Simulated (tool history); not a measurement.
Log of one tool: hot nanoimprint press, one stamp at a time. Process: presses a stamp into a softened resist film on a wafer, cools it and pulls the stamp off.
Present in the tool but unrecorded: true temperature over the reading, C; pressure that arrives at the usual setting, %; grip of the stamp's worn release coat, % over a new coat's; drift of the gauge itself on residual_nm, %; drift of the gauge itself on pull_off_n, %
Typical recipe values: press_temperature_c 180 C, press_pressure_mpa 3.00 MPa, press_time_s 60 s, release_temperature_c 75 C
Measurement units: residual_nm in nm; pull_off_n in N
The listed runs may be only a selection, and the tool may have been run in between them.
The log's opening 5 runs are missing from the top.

run   hour  press_temperature_c  press_pressure_mpa  press_time_s  release_temperature_c  hours of work since the thermocouple was calibrated  imprints on the stamp's release coat  hours of work since the press's seals were changed  residual_nm  pull_off_n
  6   32.3                  180                3.00            60                     75                                                  415                                  1105                                                 332        135.0         138
  7   42.5                  180                3.00            60                     75                                                  422                                  1136                                                 340        134.7         142
  8   51.1                  180                3.00            60                     80                                                  429                                  1161                                                 346        132.8         128
  9   56.5                  180                3.00            60                     80                                                  433                                  1177                                                 350        132.9         133
 10   60.9                  180                3.00            60                     80                                                  436                                  1190                                                 354        133.7         129
 11   66.7                  180                3.00            60                     80                                                  441                                  1207                                                 358        134.1         130
 12   71.9                  180                3.00            60                     80                                                  445                                  1223                                                 362        132.4         129
 13   81.0                  180                3.00            60                     80                                                  452                                  1250                                                 369        133.9         130
      84.6  -- plate thermocouple calibrated
 14   94.1                  180                3.00            60                     80                                                    7                                  1280                                                 377        122.1         127
 15   98.8                  180                3.67            60                     80                                                   11                                  1294                                                 380        110.3         127
 16  104.0                  180                3.67            60                     80                                                   15                                  1309                                                 384        110.0         126
     112.5  -- plate thermocouple calibrated, once more
 17  116.0                  181                4.02            60                     72                                                    3                                  1336                                                 391        123.8         157
 18  125.4                  173                4.02            99                     64                                                   10                                  1364                                                 399        161.5         182
 19  132.3                  175                4.02            99                     73                                                   15                                  1385                                                 404        144.1         154
 20  137.0                  175                4.02            99                     73                                                   19                                  1398                                                 407        144.9         154
 21  141.4                  172                2.50            82                     66                                                   22                                  1411                                                 411        227.8         162
 22  149.2                  180                3.00            55                     79                                                   28                                  1435                                                 417        156.2         149
 23  157.0                  180                3.00            55                     79                                                   34                                  1458                                                 423        157.5         144
 24  161.3                  191                3.00            30                     79                                                   37                                  1470                                                 426        111.3         141
 25  165.8                  191                3.00           109                     66                                                   41                                  1484                                                 429         63.6         178
 26  174.2                  169                2.54            73                     68                                                   47                                  1509                                                 436        269.9         170
 27  184.4                  174                3.00            73                     75                                                   55                                  1539                                                 444        195.7         152
 28  194.6                  181                2.51            80                     65                                                   63                                  1569                                                 452        138.7         170
 29  199.7                  180                3.00            60                     68                                                   67                                  1584                                                 455        149.5         167
 30  206.6                  190                2.80            36                     71                                                   72                                  1605                                                 461        112.0         161

Consider 3 possible next runs. They are alternatives, not a sequence: every one starts from the tool as it was left by run 30. What does each give?
  A  211.5                  180                3.00            60                     66                                                   76                                  1620                                                 464            ?           ?
  B  211.5                  190                2.80            54                     71                                                   76                                  1620                                                 464            ?           ?
  C  211.5                  180                3.64            92                     77                                                   76                                  1620                                                 464            ?           ?

run  residual_nm  pull_off_n
  A        151.4         178
  B         94.9         164
  C        115.1         152
The same runs, with their run-to-run variation unchanged, on a tool lacking any hidden condition would have given:
run  residual_nm  pull_off_n
  A        151.2         153
  B         94.6         141
  C        114.5         130
